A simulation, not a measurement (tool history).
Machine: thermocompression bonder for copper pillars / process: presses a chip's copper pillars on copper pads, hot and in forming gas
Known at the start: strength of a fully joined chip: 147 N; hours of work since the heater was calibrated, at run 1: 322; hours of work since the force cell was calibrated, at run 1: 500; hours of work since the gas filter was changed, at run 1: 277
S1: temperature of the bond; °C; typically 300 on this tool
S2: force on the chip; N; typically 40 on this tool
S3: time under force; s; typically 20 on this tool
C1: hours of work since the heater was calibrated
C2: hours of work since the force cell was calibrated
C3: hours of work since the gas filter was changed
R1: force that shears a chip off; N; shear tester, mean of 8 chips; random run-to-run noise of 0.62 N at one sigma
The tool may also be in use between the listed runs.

| run | day | S1 | S2 | S3 | C1 | C2 | C3 | R1 |
|---|---|---|---|---|---|---|---|---|
| 1 | 0 | 300 | 40 | 20 | 322 | 500 | 277 | 78.8 |
| 2 | 1.017 | 300 | 28 | 20 | 340 | 519 | 295 | 53.3 |
| 3 | 2.033 | 300 | 28 | 20 | 359 | 537 | 314 | 54.8 |
| 4 | 2.912 | 300 | 28 | 20 | 375 | 553 | 330 | 54.9 |
| 5 | 3.817 | 300 | 28 | 20 | 391 | 570 | 347 | 54 |
| 6 | 4.542 | 300 | 26 | 20 | 405 | 583 | 360 | 49.9 |
|  | 4.754 | forming gas filter changed |
| 7 | 5.15 | 300 | 26 | 20 | 415 | 594 | 7 | 50.1 |
| 8 | 5.892 | 315 | 26 | 20 | 429 | 607 | 21 | 61.9 |
| 9 | 6.896 | 315 | 26 | 20 | 447 | 626 | 39 | 62.3 |
| 10 | 7.758 | 300 | 41 | 20 | 463 | 642 | 55 | 81.6 |
| 11 | 8.283 | 300 | 41 | 20 | 473 | 651 | 65 | 79.6 |
| 12 | 9.012 | 300 | 41 | 20 | 486 | 664 | 78 | 81.1 |
| 13 | 10.146 | 300 | 41 | 20 | 507 | 685 | 99 | 80.6 |
| 14 | 10.796 | 300 | 41 | 20 | 519 | 697 | 110 | 79.2 |
|  | 11.279 | heater calibrated with a thermocouple chip |
| 15 | 11.979 | 300 | 40 | 11 | 13 | 717 | 131 | 63.7 |
| 16 | 12.55 | 300 | 40 | 20 | 23 | 728 | 141 | 77.7 |
| 17 | 13.408 | 300 | 40 | 20 | 39 | 743 | 157 | 79.5 |
| 18 | 14.233 | 300 | 40 | 20 | 54 | 758 | 172 | 78.9 |
| 19 | 15.012 | 300 | 40 | 20 | 68 | 773 | 186 | 79.1 |
| 20 | 15.654 | 294 | 40 | 20 | 80 | 784 | 198 | 72.8 |
| 21 | 16.808 | 294 | 40 | 20 | 101 | 805 | 219 | 73.7 |
| 22 | 17.367 | 320 | 36 | 11 | 111 | 816 | 229 | 75.1 |
| 23 | 18.129 | 300 | 40 | 29 | 125 | 830 | 243 | 89 |
| 24 | 18.821 | 300 | 40 | 29 | 138 | 842 | 256 | 89.4 |
| 25 | 19.425 | 320 | 55 | 20 | 149 | 853 | 267 | 122 |
| 26 | 19.904 | 274 | 35 | 18 | 158 | 862 | 275 | 44.9 |
| 27 | 21.062 | 307 | 35 | 48 | 179 | 883 | 297 | 99.6 |
|  | 21.233 | force cell calibrated |
| 28 | 21.838 | 307 | 35 | 48 | 192 | 11 | 310 | 99.3 |
| 29 | 22.796 | 307 | 35 | 48 | 209 | 29 | 327 | 98.1 |
| 30 | 23.629 | 281 | 45 | 31 | 225 | 44 | 342 | 79.8 |
| 31 | 24.396 | 294 | 51 | 20 | 239 | 58 | 357 | 91.2 |
|  | 24.754 | forming gas filter changed |
| 32 | 25.296 | 294 | 51 | 20 | 255 | 74 | 10 | 92.9 |
| 33 | 26.45 | 324 | 51 | 49 | 276 | 95 | 31 | 136.2 |
| 34 | 27.025 | 324 | 51 | 35 | 286 | 105 | 41 | 129.2 |
| 35 | 28.175 | 324 | 51 | 35 | 307 | 127 | 63 | 130.2 |
| 36 | 29.029 | 324 | 51 | 35 | 323 | 142 | 78 | 130.1 |
| 37 | 29.788 | 324 | 51 | 13 | 337 | 156 | 92 | 107.1 |
| 38 | 30.383 | 324 | 51 | 13 | 348 | 167 | 103 | 109 |
| 39 | 31.467 | 288 | 28 | 30 | 368 | 187 | 123 | 53.1 |
| 40 | 32.296 | 316 | 49 | 30 | 383 | 202 | 138 | 120.9 |
| 41 | 33.208 | 316 | 49 | 30 | 399 | 219 | 155 | 120 |

3 options for the next run, each taken on its own from the tool as it stands now. Forecast them:
| A | 34.058 | 321 | 56 | 31 | 415 | 234 | 170 | ? |
| B | 34.058 | 282 | 45 | 57 | 415 | 234 | 170 | ? |
| C | 34.058 | 323 | 49 | 30 | 415 | 234 | 170 | ? |

| run | R1 |
|---|---|
| A | 132.4 |
| B | 97.7 |
| C | 124.6 |
Without the tool's unlogged condition, the same runs would have read:
| run | R1 |
|---|---|
| A | 132.4 |
| B | 97.5 |
| C | 124.5 |

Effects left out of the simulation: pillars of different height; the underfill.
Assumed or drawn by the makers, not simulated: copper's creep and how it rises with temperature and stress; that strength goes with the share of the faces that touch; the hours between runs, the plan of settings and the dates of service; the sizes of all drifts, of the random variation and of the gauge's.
